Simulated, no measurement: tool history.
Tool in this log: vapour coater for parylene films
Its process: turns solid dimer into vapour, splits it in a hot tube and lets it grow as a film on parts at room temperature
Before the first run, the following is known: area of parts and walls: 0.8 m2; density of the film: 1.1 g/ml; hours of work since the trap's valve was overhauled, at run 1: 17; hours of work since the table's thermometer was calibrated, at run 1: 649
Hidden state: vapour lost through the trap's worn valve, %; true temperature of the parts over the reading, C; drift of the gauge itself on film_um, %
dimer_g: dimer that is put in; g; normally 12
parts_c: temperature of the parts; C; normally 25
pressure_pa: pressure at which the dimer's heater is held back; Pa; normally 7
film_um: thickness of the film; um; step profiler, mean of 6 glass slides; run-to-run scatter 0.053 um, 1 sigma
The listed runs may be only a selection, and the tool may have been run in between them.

run	hour	dimer_g	parts_c	pressure_pa	hours of work since the trap's valve was overhauled	hours of work since the table's thermometer was calibrated	film_um
1	0	12	25	7	17	649	9.87
2	44.2	12	25	7	42	674	9.82
3	85.5	12	25	7	65	697	9.73
4	120	6	25	7	85	717	4.87
5	155.7	6	25	7	105	737	4.86
6	198.6	11	25	7	130	762	8.84
7	243.9	11	25	7	155	787	8.88
8	278.1	11	24	7	175	807	9.17
9	323.6	12	25	7	200	832	9.71
10	368.2	12	25	7	226	858	9.65
11	410	12	25	7	249	881	9.58
12	449.8	8	25	4.85	272	904	6.91
13	480.7	9	30	10.39	290	922	5.66
14	514.6	14	30	2.94	309	941	11.52
15	535.1	12	27	7	320	952	8.93
16	579.6	12	23	8.9	346	978	9.75
17	609.4	12	23	8.9	362	995	9.6
18	654.6	7	25	7	388	1020	5.57
19	678.6	7	25	7	402	1034	5.56
# hour 718.4: trap's valve overhauled
20	721.1	16	28	6.08	2	1056	11.99
21	765.5	18	25	7	27	1081	14.33

3 options for the next run, each taken on its own from the tool as it stands now. Forecast them:
A	791.8	10	25	11.94	42	1096	?
B	791.8	6	25	7	42	1096	?
C	791.8	18	25	7	42	1096	?

run	film_um
A	7.11
B	4.77
C	14.18
Take away the tool's hidden state, keep each run's random variation, and the runs would have read:
run	film_um
A	7.31
B	4.91
C	14.57

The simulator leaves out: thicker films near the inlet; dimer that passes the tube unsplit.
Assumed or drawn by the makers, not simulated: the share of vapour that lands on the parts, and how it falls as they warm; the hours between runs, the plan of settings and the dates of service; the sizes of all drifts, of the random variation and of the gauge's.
